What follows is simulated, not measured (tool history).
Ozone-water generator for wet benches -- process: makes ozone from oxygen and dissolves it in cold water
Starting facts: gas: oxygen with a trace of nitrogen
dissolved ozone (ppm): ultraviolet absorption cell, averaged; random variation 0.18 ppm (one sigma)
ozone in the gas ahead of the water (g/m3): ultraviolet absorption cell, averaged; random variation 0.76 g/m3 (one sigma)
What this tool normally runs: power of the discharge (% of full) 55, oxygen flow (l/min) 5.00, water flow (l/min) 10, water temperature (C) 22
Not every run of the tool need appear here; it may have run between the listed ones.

run,hour,power of the discharge (% of full),oxygen flow (l/min),water flow (l/min),water temperature (C),dissolved ozone (ppm),ozone in the gas ahead of the water (g/m3)
1,0.0,55,5.00,10,22,25.1,170.4
2,22.5,55,5.00,10,22,24.5,168.5
3,48.6,55,5.00,10,22,24.8,167.1
4,90.8,55,5.00,10,22,24.8,170.3
5,116.9,55,5.00,16,22,18.4,168.4
6,155.7,55,5.00,16,22,18.0,169.4
7,199.1,55,5.00,16,22,18.0,171.1
8,219.5,55,5.00,16,22,18.0,168.7
9,250.6,55,5.00,16,22,18.1,169.6
10,298.2,55,5.00,16,22,18.0,168.8
11,327.4,55,5.00,16,22,18.2,169.5
12,354.7,55,5.00,16,22,18.1,168.0
13,394.6,55,5.00,10,22,24.7,168.3
14,419.4,55,5.00,10,22,24.7,167.6
15,442.3,55,5.00,10,22,24.4,169.9
16,487.9,96,5.00,10,22,35.2,244.4
17,534.2,55,2.86,15,22,18.7,220.0
18,574.9,55,5.00,15,17,20.7,168.9
19,600.9,55,5.00,15,17,20.4,168.0
20,641.2,69,5.00,15,17,23.6,196.0
21,676.4,53,3.64,10,22,24.7,193.0
22,707.3,55,5.14,9,22,26.1,165.9
23,751.8,63,5.19,11,28,22.1,181.3
24,775.0,43,5.00,8,15,27.2,143.6
25,814.3,43,5.00,8,15,27.2,143.3
26,859.9,67,5.64,14,15,25.2,181.2
27,905.7,46,5.00,10,22,21.8,150.0
28,925.3,46,5.00,10,22,21.8,149.1
29,957.4,46,5.00,10,22,21.5,149.4
30,996.7,81,3.02,7,22,40.9,276.0
31,1037.1,99,5.00,8,22,40.6,247.6

Alternative continuations, all from the tool just after run 31; predict every row:
A,1064.6,99,5.00,8,14,?,?
B,1064.6,83,5.00,10,17,?,?
C,1064.6,84,5.00,8,25,?,?

run,dissolved ozone (ppm),ozone in the gas ahead of the water (g/m3)
A,48.0,247.4
B,35.3,219.7
C,33.9,222.3
Without the tool's hidden state the same runs would have given:
run,dissolved ozone (ppm),ozone in the gas ahead of the water (g/m3)
A,51.0,251.8
B,37.6,223.3
C,36.0,225.9
